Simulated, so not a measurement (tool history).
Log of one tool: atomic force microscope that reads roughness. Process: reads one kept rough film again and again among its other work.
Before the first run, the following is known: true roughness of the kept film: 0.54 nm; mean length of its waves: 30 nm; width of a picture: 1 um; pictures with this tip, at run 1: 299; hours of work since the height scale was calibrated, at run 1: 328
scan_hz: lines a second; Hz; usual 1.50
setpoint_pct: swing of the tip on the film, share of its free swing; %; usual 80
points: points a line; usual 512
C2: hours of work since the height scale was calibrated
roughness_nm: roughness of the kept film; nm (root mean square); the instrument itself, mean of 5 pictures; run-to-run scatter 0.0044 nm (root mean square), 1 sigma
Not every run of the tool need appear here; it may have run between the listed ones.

run 1 day=0.000 | scan_hz=1.50 setpoint_pct=80 points=512 | pictures_with_this_tip=299 C2=328 | roughness_nm=0.434
run 2 day=0.917 | scan_hz=1.50 setpoint_pct=58 points=512 | pictures_with_this_tip=317 C2=340 | roughness_nm=0.477
run 3 day=1.433 | scan_hz=1.50 setpoint_pct=58 points=512 | pictures_with_this_tip=327 C2=346 | roughness_nm=0.478
run 4 day=1.862 | scan_hz=1.50 setpoint_pct=58 points=512 | pictures_with_this_tip=336 C2=352 | roughness_nm=0.490
-- day=1.992 new tip fitted
run 5 day=2.300 | scan_hz=1.50 setpoint_pct=58 points=512 | pictures_with_this_tip=6 C2=357 | roughness_nm=0.510
run 6 day=2.817 | scan_hz=1.50 setpoint_pct=58 points=512 | pictures_with_this_tip=16 C2=364 | roughness_nm=0.510
run 7 day=3.671 | scan_hz=1.50 setpoint_pct=80 points=512 | pictures_with_this_tip=33 C2=374 | roughness_nm=0.460
run 8 day=4.217 | scan_hz=1.50 setpoint_pct=80 points=512 | pictures_with_this_tip=43 C2=381 | roughness_nm=0.467
run 9 day=5.112 | scan_hz=1.50 setpoint_pct=80 points=512 | pictures_with_this_tip=61 C2=392 | roughness_nm=0.466
run 10 day=5.492 | scan_hz=1.50 setpoint_pct=80 points=512 | pictures_with_this_tip=68 C2=397 | roughness_nm=0.459
run 11 day=6.212 | scan_hz=1.50 setpoint_pct=80 points=512 | pictures_with_this_tip=82 C2=406 | roughness_nm=0.472
run 12 day=6.838 | scan_hz=1.50 setpoint_pct=80 points=512 | pictures_with_this_tip=95 C2=414 | roughness_nm=0.457
run 13 day=7.288 | scan_hz=1.50 setpoint_pct=80 points=512 | pictures_with_this_tip=104 C2=420 | roughness_nm=0.462
run 14 day=8.171 | scan_hz=1.50 setpoint_pct=80 points=512 | pictures_with_this_tip=121 C2=431 | roughness_nm=0.456
run 15 day=8.988 | scan_hz=0.86 setpoint_pct=81 points=625 | pictures_with_this_tip=137 C2=441 | roughness_nm=0.478
run 16 day=9.617 | scan_hz=0.86 setpoint_pct=81 points=625 | pictures_with_this_tip=149 C2=449 | roughness_nm=0.482
run 17 day=10.175 | scan_hz=0.75 setpoint_pct=82 points=269 | pictures_with_this_tip=160 C2=456 | roughness_nm=0.472
run 18 day=10.683 | scan_hz=0.75 setpoint_pct=82 points=269 | pictures_with_this_tip=170 C2=463 | roughness_nm=0.468
run 19 day=11.158 | scan_hz=0.75 setpoint_pct=82 points=269 | pictures_with_this_tip=179 C2=469 | roughness_nm=0.472
run 20 day=11.929 | scan_hz=0.75 setpoint_pct=68 points=269 | pictures_with_this_tip=195 C2=478 | roughness_nm=0.483
run 21 day=12.371 | scan_hz=0.75 setpoint_pct=57 points=282 | pictures_with_this_tip=203 C2=484 | roughness_nm=0.492
run 22 day=13.283 | scan_hz=0.75 setpoint_pct=57 points=282 | pictures_with_this_tip=221 C2=495 | roughness_nm=0.491
run 23 day=14.088 | scan_hz=0.75 setpoint_pct=57 points=282 | pictures_with_this_tip=237 C2=506 | roughness_nm=0.482
run 24 day=14.883 | scan_hz=0.75 setpoint_pct=57 points=282 | pictures_with_this_tip=252 C2=516 | roughness_nm=0.486
run 25 day=15.767 | scan_hz=3.45 setpoint_pct=57 points=617 | pictures_with_this_tip=270 C2=527 | roughness_nm=0.466
run 26 day=16.492 | scan_hz=2.65 setpoint_pct=84 points=289 | pictures_with_this_tip=284 C2=536 | roughness_nm=0.402

What will run 27 give?
run 27 day=17.062 | scan_hz=2.65 setpoint_pct=84 points=289 | pictures_with_this_tip=295 C2=543 | roughness_nm=?

roughness_nm: 0.393 nm (root mean square)
Minus the tool's unlogged condition, the same run would have read roughness_nm 0.419 nm (root mean square).
